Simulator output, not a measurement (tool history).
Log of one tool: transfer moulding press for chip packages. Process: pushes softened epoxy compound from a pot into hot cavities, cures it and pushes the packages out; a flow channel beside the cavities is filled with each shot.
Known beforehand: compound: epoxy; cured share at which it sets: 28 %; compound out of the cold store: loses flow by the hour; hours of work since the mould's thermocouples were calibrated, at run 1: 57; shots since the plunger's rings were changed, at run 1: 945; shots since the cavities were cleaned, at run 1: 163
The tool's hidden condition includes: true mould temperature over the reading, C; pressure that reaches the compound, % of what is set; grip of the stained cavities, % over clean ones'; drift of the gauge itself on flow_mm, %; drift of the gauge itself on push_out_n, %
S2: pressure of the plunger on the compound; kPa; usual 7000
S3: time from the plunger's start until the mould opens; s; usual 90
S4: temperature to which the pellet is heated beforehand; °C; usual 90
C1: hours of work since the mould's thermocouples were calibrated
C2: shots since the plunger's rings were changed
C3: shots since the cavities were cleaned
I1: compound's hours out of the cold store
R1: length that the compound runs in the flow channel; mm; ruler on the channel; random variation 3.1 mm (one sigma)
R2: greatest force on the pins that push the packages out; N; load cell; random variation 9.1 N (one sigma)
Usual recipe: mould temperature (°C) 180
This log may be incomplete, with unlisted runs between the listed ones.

{"run": 1, "hour": 0.0, "mould temperature (°C)": 180, "S2": 7000, "S3": 90, "S4": 90, "C1": 57, "C2": 945, "C3": 163, "I1": 28.9, "R1": 844, "R2": 407}
{"run": 2, "hour": 21.0, "mould temperature (°C)": 180, "S2": 7180, "S3": 90, "S4": 90, "C1": 71, "C2": 1244, "C3": 462, "I1": 46.6, "R1": 804, "R2": 394}
{"run": 3, "hour": 51.8, "mould temperature (°C)": 180, "S2": 7180, "S3": 90, "S4": 90, "C1": 91, "C2": 1682, "C3": 900, "I1": 39.2, "R1": 822, "R2": 409}
{"hour": 66.0, "done": "cavities cleaned with cleaning compound and waxed"}
{"run": 4, "hour": 76.6, "mould temperature (°C)": 180, "S2": 7180, "S3": 90, "S4": 90, "C1": 107, "C2": 2014, "C3": 150, "I1": 45.8, "R1": 806, "R2": 397}
{"run": 5, "hour": 95.1, "mould temperature (°C)": 180, "S2": 7000, "S3": 90, "S4": 90, "C1": 119, "C2": 2277, "C3": 413, "I1": 28.8, "R1": 855, "R2": 412}
{"run": 6, "hour": 119.2, "mould temperature (°C)": 180, "S2": 7000, "S3": 90, "S4": 90, "C1": 135, "C2": 2620, "C3": 756, "I1": 42.2, "R1": 805, "R2": 394}
{"run": 7, "hour": 139.0, "mould temperature (°C)": 180, "S2": 7000, "S3": 90, "S4": 90, "C1": 148, "C2": 2902, "C3": 1038, "I1": 21.1, "R1": 874, "R2": 406}
{"hour": 142.3, "done": "cavities cleaned with cleaning compound and waxed"}
{"run": 8, "hour": 175.3, "mould temperature (°C)": 175, "S2": 7000, "S3": 90, "S4": 90, "C1": 172, "C2": 3397, "C3": 470, "I1": 46.7, "R1": 806, "R2": 484}
{"hour": 191.8, "done": "plunger's sealing rings changed"}
{"run": 9, "hour": 198.5, "mould temperature (°C)": 180, "S2": 7000, "S3": 120, "S4": 90, "C1": 185, "C2": 96, "C3": 765, "I1": 30.7, "R1": 839, "R2": 339}
{"run": 10, "hour": 214.7, "mould temperature (°C)": 180, "S2": 7000, "S3": 120, "S4": 90, "C1": 196, "C2": 326, "C3": 995, "I1": 44.4, "R1": 803, "R2": 320}
{"hour": 222.1, "done": "cavities cleaned with cleaning compound and waxed"}
{"run": 11, "hour": 232.2, "mould temperature (°C)": 180, "S2": 7000, "S3": 120, "S4": 90, "C1": 207, "C2": 554, "C3": 145, "I1": 20.9, "R1": 871, "R2": 332}
{"run": 12, "hour": 251.1, "mould temperature (°C)": 180, "S2": 7000, "S3": 120, "S4": 90, "C1": 219, "C2": 822, "C3": 413, "I1": 9.8, "R1": 903, "R2": 332}
{"run": 13, "hour": 278.0, "mould temperature (°C)": 180, "S2": 7000, "S3": 90, "S4": 90, "C1": 237, "C2": 1206, "C3": 797, "I1": 44.5, "R1": 798, "R2": 401}
{"hour": 299.6, "done": "cavities cleaned with cleaning compound and waxed"}
{"run": 14, "hour": 309.9, "mould temperature (°C)": 180, "S2": 7000, "S3": 90, "S4": 90, "C1": 258, "C2": 1638, "C3": 147, "I1": 31.8, "R1": 838, "R2": 392}
{"run": 15, "hour": 338.7, "mould temperature (°C)": 183, "S2": 7860, "S3": 90, "S4": 97, "C1": 277, "C2": 2047, "C3": 556, "I1": 16.6, "R1": 930, "R2": 365}

Expected results for the next run?
{"hour": 374.7, "done": "cavities cleaned with cleaning compound and waxed"}
{"run": 16, "hour": 377.5, "mould temperature (°C)": 180, "S2": 7000, "S3": 90, "S4": 99, "C1": 302, "C2": 2578, "C3": 40, "I1": 44.7, "R1": "?", "R2": "?"}

{"run 16": {"R1": 798, "R2": 391}}
With no hidden state in the tool, this same run would have given R1 798 mm, R2 391 N.
